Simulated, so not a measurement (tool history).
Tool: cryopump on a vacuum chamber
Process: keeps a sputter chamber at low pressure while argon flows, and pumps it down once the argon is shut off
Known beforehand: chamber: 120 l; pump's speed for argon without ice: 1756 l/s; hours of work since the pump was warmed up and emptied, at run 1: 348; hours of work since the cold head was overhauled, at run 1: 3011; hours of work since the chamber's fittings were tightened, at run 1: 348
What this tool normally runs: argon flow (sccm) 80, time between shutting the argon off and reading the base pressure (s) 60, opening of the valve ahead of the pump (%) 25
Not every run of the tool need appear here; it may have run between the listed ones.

| run | hour | argon flow (sccm) | time between shutting the argon off and reading the base pressure (s) | opening of the valve ahead of the pump (%) | hours of work since the pump was warmed up and emptied | hours of work since the cold head was overhauled | hours of work since the chamber's fittings were tightened | pressure while argon flows (Pa) | pressure after the wait (uPa) |
|---|---|---|---|---|---|---|---|---|---|
| 1 | 0.0 | 80 | 60 | 25 | 348 | 3011 | 348 | 0.3296 | 1.34 |
|  | 53.5 | pump warmed up, emptied and cooled again |
| 2 | 90.9 | 80 | 60 | 25 | 32 | 3085 | 422 | 0.3110 | 1.28 |
| 3 | 180.1 | 80 | 60 | 25 | 109 | 3162 | 499 | 0.3175 | 1.37 |
| 4 | 228.4 | 80 | 37 | 25 | 151 | 3204 | 541 | 0.3190 | 1.91 |
| 5 | 334.1 | 80 | 37 | 25 | 242 | 3295 | 632 | 0.3246 | 2.07 |
| 6 | 381.0 | 80 | 60 | 25 | 283 | 3336 | 673 | 0.3286 | 1.62 |
| 7 | 483.3 | 58 | 60 | 25 | 371 | 3424 | 761 | 0.2425 | 1.72 |
|  | 506.2 | pump warmed up, emptied and cooled again |
| 8 | 562.1 | 58 | 60 | 25 | 48 | 3488 | 825 | 0.2274 | 1.65 |
| 9 | 645.8 | 58 | 60 | 25 | 121 | 3560 | 897 | 0.2317 | 1.75 |
| 10 | 694.1 | 91 | 60 | 25 | 162 | 3602 | 939 | 0.3651 | 1.76 |
| 11 | 791.7 | 114 | 60 | 25 | 247 | 3686 | 1023 | 0.4639 | 1.85 |
| 12 | 859.0 | 114 | 60 | 25 | 305 | 3744 | 1081 | 0.4664 | 2.02 |
| 13 | 947.0 | 114 | 60 | 25 | 381 | 3820 | 1157 | 0.4802 | 2.09 |
|  | 961.8 | pump warmed up, emptied and cooled again |
| 14 | 1037.4 | 114 | 60 | 25 | 65 | 3894 | 1231 | 0.4518 | 1.96 |
| 15 | 1104.4 | 80 | 60 | 25 | 123 | 3952 | 1289 | 0.3184 | 2.02 |
| 16 | 1198.0 | 140 | 60 | 36 | 204 | 4033 | 1370 | 0.3970 | 2.15 |
| 17 | 1301.0 | 109 | 23 | 32 | 293 | 4122 | 1459 | 0.3574 | 3.58 |

Forecast run 18:
| 18 | 1383.1 | 109 | 23 | 32 | 364 | 4193 | 1530 | ? | ? |

{"run 18": {"pressure while argon flows (Pa)": 0.3633, "pressure after the wait (uPa)": 3.7}}
The same run, on a tool lacking any hidden state, would have yielded pressure while argon flows (Pa) 0.3277, pressure after the wait (uPa) 2.22.
